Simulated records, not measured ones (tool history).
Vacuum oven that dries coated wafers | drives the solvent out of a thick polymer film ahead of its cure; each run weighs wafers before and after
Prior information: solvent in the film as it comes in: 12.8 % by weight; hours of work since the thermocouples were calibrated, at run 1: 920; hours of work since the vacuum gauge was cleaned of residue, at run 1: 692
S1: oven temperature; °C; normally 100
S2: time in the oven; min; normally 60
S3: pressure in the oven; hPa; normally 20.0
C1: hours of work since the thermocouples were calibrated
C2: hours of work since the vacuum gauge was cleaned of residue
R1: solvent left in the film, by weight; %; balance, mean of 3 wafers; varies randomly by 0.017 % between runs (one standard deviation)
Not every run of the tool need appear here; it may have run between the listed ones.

run,hour,S1,S2,S3,C1,C2,R1
1,0.0,100,60,20.0,920,692,2.48
2,35.4,100,60,20.0,935,708,2.47
3,63.4,100,60,20.0,948,720,2.49
4,86.2,100,60,20.0,958,730,2.47
5,122.2,100,60,20.0,974,746,2.50
6,169.5,100,60,20.0,995,767,2.46
7,225.7,100,60,20.0,1020,792,2.47
8,271.8,100,60,20.0,1041,813,2.47
9,298.8,100,60,20.0,1053,825,2.47
10,338.2,100,60,20.0,1070,842,2.43
11,378.1,100,85,20.0,1088,860,1.61
12,426.5,100,85,20.0,1110,882,1.59
13,480.4,100,60,20.0,1134,906,2.49
# hour 503.7: oven's thermocouples calibrated
14,514.1,100,60,20.0,5,920,2.81
15,555.9,100,60,20.0,23,938,2.81
16,604.5,100,60,20.0,45,960,2.81
17,632.5,100,60,75.5,57,973,4.45
18,674.3,100,51,75.5,76,991,4.94
19,704.2,94,60,20.0,89,1004,3.83
20,742.3,94,60,20.0,106,1021,3.83
21,766.0,95,83,74.5,117,1032,4.67
22,819.6,95,83,74.5,141,1056,4.62
23,873.4,112,60,20.0,165,1080,1.30
24,897.8,101,60,36.6,175,1091,3.13
25,923.2,97,33,12.1,187,1102,5.16
26,952.5,95,44,28.6,200,1115,4.95
27,977.8,95,44,28.6,211,1126,4.93
28,1028.3,100,60,27.0,234,1149,3.00
29,1069.2,100,60,27.0,252,1167,2.96
30,1117.6,106,67,50.2,273,1189,2.45
31,1147.4,106,38,11.7,287,1202,3.11
32,1202.4,106,38,11.7,311,1226,3.14
33,1235.1,102,46,24.3,326,1241,3.42
34,1274.3,92,46,35.0,343,1258,5.52
35,1302.1,100,34,20.0,355,1271,4.66

For each entry between runs, how does the tool's hidden state at the last listed run before it compare with that at the first listed run after it?
In the gap between runs 13 and 14: oven's thermocouples calibrated (hour 503.7)
  true wafer temperature over the reading, C: 2.16 -> -0.25; true pressure over the reading, kPa: 0.403 -> 0.409
  measured result minus the result with no hidden state, R1: -0.21 -> +0.17 %

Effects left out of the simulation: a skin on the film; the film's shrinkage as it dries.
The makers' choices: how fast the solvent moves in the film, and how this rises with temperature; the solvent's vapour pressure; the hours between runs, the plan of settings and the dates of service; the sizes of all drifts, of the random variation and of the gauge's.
